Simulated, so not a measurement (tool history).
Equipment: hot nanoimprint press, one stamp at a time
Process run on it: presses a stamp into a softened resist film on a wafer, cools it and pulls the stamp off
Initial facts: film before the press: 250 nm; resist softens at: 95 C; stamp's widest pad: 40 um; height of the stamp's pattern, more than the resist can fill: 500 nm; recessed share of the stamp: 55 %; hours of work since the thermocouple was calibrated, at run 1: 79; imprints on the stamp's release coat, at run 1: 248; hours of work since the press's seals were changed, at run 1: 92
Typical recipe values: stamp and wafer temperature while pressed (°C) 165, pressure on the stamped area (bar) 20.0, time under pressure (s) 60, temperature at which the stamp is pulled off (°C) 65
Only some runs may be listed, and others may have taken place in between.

| run | day | stamp and wafer temperature while pressed (°C) | pressure on the stamped area (bar) | time under pressure (s) | temperature at which the stamp is pulled off (°C) | hours of work since the thermocouple was calibrated | imprints on the stamp's release coat | hours of work since the press's seals were changed | resist left under the stamp's widest pad (Å) | greatest force while the stamp is pulled off (N) |
|---|---|---|---|---|---|---|---|---|---|---|
| 1 | 0.000 | 165 | 20.0 | 60 | 65 | 79 | 248 | 92 | 1005 | 189 |
| 2 | 0.288 | 165 | 30.1 | 60 | 65 | 84 | 265 | 96 | 786 | 193 |
| 3 | 0.546 | 165 | 30.1 | 60 | 65 | 88 | 280 | 100 | 782 | 185 |
| 4 | 0.892 | 165 | 30.1 | 60 | 65 | 93 | 300 | 106 | 792 | 187 |
| 5 | 1.200 | 165 | 20.0 | 60 | 65 | 98 | 318 | 111 | 1003 | 193 |
| 6 | 1.425 | 165 | 20.0 | 60 | 65 | 101 | 331 | 114 | 1011 | 186 |
| 7 | 1.738 | 165 | 20.0 | 60 | 65 | 106 | 350 | 119 | 1005 | 189 |
| 8 | 2.208 | 165 | 20.0 | 60 | 65 | 114 | 377 | 126 | 1012 | 192 |
| 9 | 2.642 | 165 | 20.0 | 60 | 65 | 120 | 403 | 133 | 1007 | 193 |
| 10 | 2.954 | 165 | 20.0 | 60 | 65 | 125 | 421 | 138 | 1009 | 189 |
| 11 | 3.375 | 165 | 20.0 | 60 | 65 | 132 | 445 | 145 | 1007 | 184 |
| 12 | 3.583 | 165 | 20.0 | 60 | 65 | 135 | 458 | 148 | 1006 | 191 |
| 13 | 3.958 | 165 | 20.0 | 60 | 65 | 141 | 479 | 154 | 1004 | 190 |
| 14 | 4.283 | 165 | 19.8 | 60 | 65 | 146 | 498 | 159 | 1015 | 187 |
| 15 | 4.704 | 165 | 19.8 | 60 | 65 | 153 | 523 | 166 | 1022 | 191 |
| 16 | 5.179 | 165 | 29.7 | 60 | 59 | 160 | 551 | 173 | 798 | 220 |
| 17 | 5.604 | 165 | 29.7 | 60 | 59 | 167 | 576 | 180 | 800 | 215 |
| 18 | 5.996 | 165 | 29.7 | 60 | 59 | 173 | 598 | 186 | 797 | 207 |
| 19 | 6.342 | 165 | 12.9 | 60 | 59 | 178 | 619 | 191 | 1295 | 214 |
| 20 | 6.546 | 165 | 12.9 | 60 | 59 | 182 | 631 | 194 | 1304 | 213 |
| 21 | 6.883 | 156 | 22.2 | 115 | 65 | 187 | 650 | 200 | 1168 | 191 |
| 22 | 7.350 | 165 | 23.8 | 118 | 65 | 194 | 678 | 207 | 723 | 186 |

What does the tool deliver on the next run?
| 23 | 7.804 | 165 | 23.8 | 118 | 65 | 201 | 704 | 214 | ? | ? |

Run 23 yielded resist left under the stamp's widest pad (Å) 723, greatest force while the stamp is pulled off (N) 188.
Had the tool carried no hidden state, the very same run would have given resist left under the stamp's widest pad (Å) 715, greatest force while the stamp is pulled off (N) 186.
